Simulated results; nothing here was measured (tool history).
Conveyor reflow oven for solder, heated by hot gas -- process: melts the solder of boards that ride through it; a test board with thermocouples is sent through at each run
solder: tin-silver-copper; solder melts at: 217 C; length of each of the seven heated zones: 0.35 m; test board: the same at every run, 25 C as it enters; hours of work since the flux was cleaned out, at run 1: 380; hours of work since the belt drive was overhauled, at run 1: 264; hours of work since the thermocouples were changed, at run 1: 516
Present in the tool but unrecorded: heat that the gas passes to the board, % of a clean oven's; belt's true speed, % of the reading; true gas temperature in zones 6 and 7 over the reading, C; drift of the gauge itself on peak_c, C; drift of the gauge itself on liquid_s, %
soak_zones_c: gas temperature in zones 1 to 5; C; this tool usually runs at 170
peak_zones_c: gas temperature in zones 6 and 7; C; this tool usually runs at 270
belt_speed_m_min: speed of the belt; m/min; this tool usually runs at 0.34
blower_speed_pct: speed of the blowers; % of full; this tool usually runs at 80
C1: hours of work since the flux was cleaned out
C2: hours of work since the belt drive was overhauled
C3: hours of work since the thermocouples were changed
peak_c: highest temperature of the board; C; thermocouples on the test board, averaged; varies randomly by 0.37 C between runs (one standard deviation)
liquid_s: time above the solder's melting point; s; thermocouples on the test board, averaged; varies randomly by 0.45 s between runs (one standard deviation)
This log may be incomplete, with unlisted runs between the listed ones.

Run 1, hour 0: usual settings; C1 380; C2 264; C3 516. Result: peak_c 257.6 C, liquid_s 98.5 s.
At hour 49.8: flux residue cleaned out of gas plates and filters.
Run 2, hour 67.1: usual settings; C1 10; C2 300; C3 552. Result: peak_c 257 C, liquid_s 97.9 s.
Run 3, hour 116.5: usual settings; C1 38; C2 328; C3 581. Result: peak_c 256.8 C, liquid_s 97 s.
Run 4, hour 189.3: usual settings; C1 80; C2 370; C3 623. Result: peak_c 256.4 C, liquid_s 96.8 s.
Run 5, hour 268.3: usual settings; C1 126; C2 416; C3 668. Result: peak_c 255.6 C, liquid_s 96 s.
Run 6, hour 326.1: usual settings; C1 159; C2 449; C3 702. Result: peak_c 256 C, liquid_s 96.2 s.
At hour 336.3: thermocouples of zones 6 and 7 changed.
At hour 390.5: flux residue cleaned out of gas plates and filters, once more.
Run 7, hour 413.1: usual settings; C1 13; C2 495; C3 41. Result: peak_c 260.5 C, liquid_s 102.3 s.
Run 8, hour 456.3: usual settings but peak_zones_c 262 C; C1 38; C2 520; C3 66. Result: peak_c 253 C, liquid_s 95.5 s.
Run 9, hour 519.3: usual settings but peak_zones_c 262 C; C1 74; C2 557; C3 103. Result: peak_c 252.5 C, liquid_s 95.9 s.
Run 10, hour 557.2: usual settings but peak_zones_c 262 C; C1 96; C2 579; C3 125. Result: peak_c 252.4 C, liquid_s 95.9 s.
Run 11, hour 595.7: usual settings but peak_zones_c 262 C; C1 118; C2 601; C3 147. Result: peak_c 252.3 C, liquid_s 95.3 s.
Run 12, hour 640.7: usual settings; C1 144; C2 627; C3 173. Result: peak_c 259.9 C, liquid_s 102 s.
Run 13, hour 699.7: usual settings; C1 178; C2 661; C3 207. Result: peak_c 259.9 C, liquid_s 102.3 s.
Run 14, hour 763.6: usual settings but peak_zones_c 269 C, belt_speed_m_min 0.4 m/min, blower_speed_pct 52 % of full; C1 215; C2 698; C3 244. Result: peak_c 247.5 C, liquid_s 71.5 s.
Run 15, hour 834.7: usual settings but soak_zones_c 165 C, peak_zones_c 271 C; C1 256; C2 739; C3 285. Result: peak_c 259.5 C, liquid_s 98.8 s.
Run 16, hour 911.1: usual settings but soak_zones_c 165 C, peak_zones_c 277 C, belt_speed_m_min 0.386 m/min; C1 300; C2 783; C3 329. Result: peak_c 261.1 C, liquid_s 87.7 s.
Run 17, hour 952.3: usual settings but soak_zones_c 165 C, peak_zones_c 277 C, belt_speed_m_min 0.386 m/min; C1 324; C2 807; C3 353. Result: peak_c 260.5 C, liquid_s 87.6 s.
Run 18, hour 1036.8: usual settings but soak_zones_c 183 C, peak_zones_c 277 C, belt_speed_m_min 0.386 m/min, blower_speed_pct 74 % of full; C1 373; C2 855; C3 401. Result: peak_c 262.1 C, liquid_s 96.8 s.
At hour 1099.4: flux residue cleaned out of gas plates and filters.
Run 19, hour 1109.3: usual settings but peak_zones_c 284 C, belt_speed_m_min 0.285 m/min; C1 6; C2 894; C3 440. Result: peak_c 277 C, liquid_s 138 s.
Run 20, hour 1183.1: usual settings but soak_zones_c 174 C, blower_speed_pct 69 % of full; C1 48; C2 937; C3 483. Result: peak_c 258.5 C, liquid_s 103.9 s.
Run 21, hour 1258: usual settings but soak_zones_c 174 C, blower_speed_pct 69 % of full; C1 92; C2 980; C3 526. Result: peak_c 258.3 C, liquid_s 103.5 s.
Run 22, hour 1315.3: usual settings but belt_speed_m_min 0.283 m/min, blower_speed_pct 77 % of full; C1 125; C2 1013; C3 559. Result: peak_c 263.2 C, liquid_s 129.2 s.
Run 23, hour 1363.6: usual settings but soak_zones_c 179 C, belt_speed_m_min 0.283 m/min, blower_speed_pct 64 % of full; C1 152; C2 1041; C3 587. Result: peak_c 261.4 C, liquid_s 133.2 s.

Forecast each of these 3 alternatives for the next run:
Run A, hour 1404.2: usual settings but soak_zones_c 178 C, belt_speed_m_min 0.33 m/min, blower_speed_pct 58 % of full; C1 176; C2 1064; C3 610. Result: peak_c ?, liquid_s ?.
Run B, hour 1404.2: usual settings but soak_zones_c 174 C; C1 176; C2 1064; C3 610. Result: peak_c ?, liquid_s ?.
Run C, hour 1404.2: usual settings; C1 176; C2 1064; C3 610. Result: peak_c ?, liquid_s ?.

run  peak_c  liquid_s
  A   257.2     106.4
  B   259.9     104.1
  C   258.8     103.2
Without the tool's hidden state the same runs would have given:
run  peak_c  liquid_s
  A   258.8     105.8
  B   261.7     103.6
  C   260.6     102.8

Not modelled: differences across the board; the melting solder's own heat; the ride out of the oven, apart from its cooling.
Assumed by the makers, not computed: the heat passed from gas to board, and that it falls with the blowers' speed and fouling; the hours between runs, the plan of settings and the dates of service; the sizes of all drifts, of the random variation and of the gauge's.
